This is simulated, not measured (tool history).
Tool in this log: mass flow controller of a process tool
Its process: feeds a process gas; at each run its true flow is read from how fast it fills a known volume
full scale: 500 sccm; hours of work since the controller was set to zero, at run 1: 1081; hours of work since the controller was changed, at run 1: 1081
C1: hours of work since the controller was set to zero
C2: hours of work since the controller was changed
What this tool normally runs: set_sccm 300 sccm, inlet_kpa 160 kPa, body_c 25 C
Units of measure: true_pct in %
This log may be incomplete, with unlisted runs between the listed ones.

Run 1, day 0: usual settings; C1 1081; C2 1081. Result: true_pct 100.17 %.
Run 2, day 8.983: usual settings; C1 1165; C2 1165. Result: true_pct 100.08 %.
Run 3, day 16.454: usual settings but body_c 36 C; C1 1234; C2 1234. Result: true_pct 98.82 %.
Run 4, day 30.483: usual settings but set_sccm 237 sccm, body_c 36 C; C1 1364; C2 1364. Result: true_pct 99.07 %.
Run 5, day 42.667: usual settings but set_sccm 237 sccm, body_c 36 C; C1 1478; C2 1478. Result: true_pct 99.21 %.
Run 6, day 57.996: usual settings but set_sccm 237 sccm, body_c 36 C; C1 1620; C2 1620. Result: true_pct 99.1 %.
Run 7, day 69.338: usual settings but set_sccm 77 sccm; C1 1725; C2 1725. Result: true_pct 101.91 %.
Run 8, day 83.033: usual settings but set_sccm 77 sccm; C1 1853; C2 1853. Result: true_pct 102.02 %.
Run 9, day 94.738: usual settings but set_sccm 77 sccm; C1 1961; C2 1961. Result: true_pct 102.41 %.
Run 10, day 101.812: usual settings but set_sccm 313 sccm, inlet_kpa 188 kPa, body_c 37 C; C1 2027; C2 2027. Result: true_pct 98.8 %.
Run 11, day 112.921: usual settings but set_sccm 313 sccm, inlet_kpa 188 kPa, body_c 37 C; C1 2130; C2 2130. Result: true_pct 98.93 %.
Run 12, day 125.438: usual settings but inlet_kpa 155 kPa, body_c 32 C; C1 2247; C2 2247. Result: true_pct 99.53 %.
Run 13, day 140.858: usual settings but set_sccm 99 sccm, inlet_kpa 208 kPa; C1 2390; C2 2390. Result: true_pct 101.88 %.
Run 14, day 154.462: usual settings but set_sccm 99 sccm, inlet_kpa 208 kPa; C1 2516; C2 2516. Result: true_pct 101.96 %.
Run 15, day 162.821: usual settings but set_sccm 99 sccm, inlet_kpa 208 kPa; C1 2594; C2 2594. Result: true_pct 102.11 %.
Run 16, day 172.296: usual settings but set_sccm 99 sccm, inlet_kpa 208 kPa; C1 2682; C2 2682. Result: true_pct 102.05 %.
Run 17, day 183.329: usual settings but set_sccm 61 sccm, inlet_kpa 223 kPa, body_c 26 C; C1 2785; C2 2785. Result: true_pct 104.14 %.
Run 18, day 194.933: usual settings but body_c 30 C; C1 2892; C2 2892. Result: true_pct 99.81 %.

Each row is a separate what-if for the run after 18, all from the same tool condition, not one after another. Results?
Run A, day 211.483: usual settings but set_sccm 80 sccm, inlet_kpa 199 kPa, body_c 38 C; C1 3046; C2 3046. Result: true_pct ?.
Run B, day 211.483: usual settings but set_sccm 183 sccm, inlet_kpa 245 kPa, body_c 34 C; C1 3046; C2 3046. Result: true_pct ?.
Run C, day 211.483: usual settings but set_sccm 457 sccm, body_c 30 C; C1 3046; C2 3046. Result: true_pct ?.
Run D, day 211.483: usual settings but body_c 37 C; C1 3046; C2 3046. Result: true_pct ?.
Run E, day 211.483: usual settings but set_sccm 194 sccm, inlet_kpa 236 kPa, body_c 26 C; C1 3046; C2 3046. Result: true_pct ?.

run  true_pct
  A    102.06
  B     99.54
  C     99.83
  D     99.12
  E    100.38
With no hidden state in the tool, these same runs would have given:
run  true_pct
  A     97.93
  B     98.19
  C     99.78
  D     98.61
  E     99.15
